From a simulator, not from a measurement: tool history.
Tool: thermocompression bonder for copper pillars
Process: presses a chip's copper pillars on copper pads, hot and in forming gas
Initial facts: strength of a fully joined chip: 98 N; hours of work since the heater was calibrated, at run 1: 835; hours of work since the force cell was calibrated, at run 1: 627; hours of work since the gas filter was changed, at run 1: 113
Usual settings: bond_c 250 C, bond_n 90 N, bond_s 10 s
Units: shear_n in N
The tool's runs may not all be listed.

| run | hour | bond_c | bond_n | bond_s | hours of work since the heater was calibrated | hours of work since the force cell was calibrated | hours of work since the gas filter was changed | shear_n |
|---|---|---|---|---|---|---|---|---|
| 1 | 0.0 | 250 | 90 | 10 | 835 | 627 | 113 | 50.4 |
| 2 | 27.5 | 250 | 104 | 10 | 852 | 645 | 131 | 56.2 |
| 3 | 52.7 | 250 | 90 | 10 | 869 | 662 | 147 | 49.5 |
| 4 | 79.1 | 250 | 90 | 10 | 886 | 679 | 165 | 49.8 |
| 5 | 107.0 | 250 | 90 | 10 | 904 | 697 | 183 | 51.2 |
| 6 | 126.4 | 250 | 90 | 10 | 917 | 710 | 195 | 50.2 |
| 7 | 164.5 | 250 | 90 | 10 | 942 | 735 | 220 | 50.7 |
| 8 | 180.9 | 250 | 90 | 10 | 953 | 746 | 231 | 50.8 |
| 9 | 211.8 | 250 | 90 | 5 | 973 | 766 | 251 | 39.8 |
| 10 | 244.8 | 250 | 88 | 5 | 994 | 787 | 273 | 38.7 |
| 11 | 276.7 | 250 | 90 | 10 | 1015 | 808 | 294 | 49.9 |
| 12 | 315.4 | 250 | 90 | 12 | 1041 | 833 | 319 | 52.4 |
| 13 | 336.3 | 250 | 90 | 12 | 1054 | 847 | 333 | 53.5 |
| 14 | 354.3 | 250 | 90 | 12 | 1066 | 859 | 344 | 53.8 |
| 15 | 371.8 | 250 | 90 | 12 | 1077 | 870 | 356 | 54.6 |
|  | 374.6 | forming gas filter changed |
| 16 | 407.5 | 279 | 87 | 6 | 1100 | 893 | 22 | 53.2 |
| 17 | 444.5 | 279 | 87 | 6 | 1125 | 917 | 46 | 54.0 |
| 18 | 481.0 | 250 | 79 | 7 | 1148 | 941 | 70 | 40.5 |
|  | 484.8 | heater calibrated with a thermocouple chip |
| 19 | 502.5 | 250 | 79 | 7 | 12 | 954 | 82 | 39.7 |
| 20 | 523.9 | 250 | 79 | 7 | 26 | 968 | 96 | 39.2 |
| 21 | 550.9 | 244 | 90 | 10 | 43 | 986 | 114 | 47.7 |
| 22 | 577.9 | 276 | 116 | 10 | 61 | 1003 | 131 | 73.0 |
| 23 | 601.3 | 279 | 116 | 10 | 76 | 1019 | 147 | 74.0 |
| 24 | 625.7 | 279 | 86 | 20 | 92 | 1035 | 163 | 74.8 |
| 25 | 647.5 | 279 | 86 | 20 | 106 | 1049 | 177 | 73.0 |
| 26 | 680.6 | 230 | 86 | 7 | 128 | 1070 | 199 | 35.4 |
| 27 | 718.9 | 275 | 60 | 10 | 153 | 1095 | 224 | 46.3 |
| 28 | 753.3 | 268 | 57 | 5 | 175 | 1118 | 246 | 31.1 |
| 29 | 788.4 | 268 | 57 | 5 | 198 | 1141 | 269 | 32.0 |
| 30 | 826.2 | 280 | 57 | 5 | 223 | 1165 | 294 | 35.0 |

Take each entry between the runs: how does the hidden state at the last listed run before it differ from the hidden state at the first listed run after it?
Logged between run 15 and run 16: forming gas filter changed (hour 374.6)
  oxide that the forming gas leaves, % of the face: 0.87 -> 0.53
Logged between run 18 and run 19: heater calibrated with a thermocouple chip (hour 484.8)
  true temperature of the bond over the reading, C: -0.4 -> 0; oxide that the forming gas leaves, % of the face: 0.58 -> 0.59
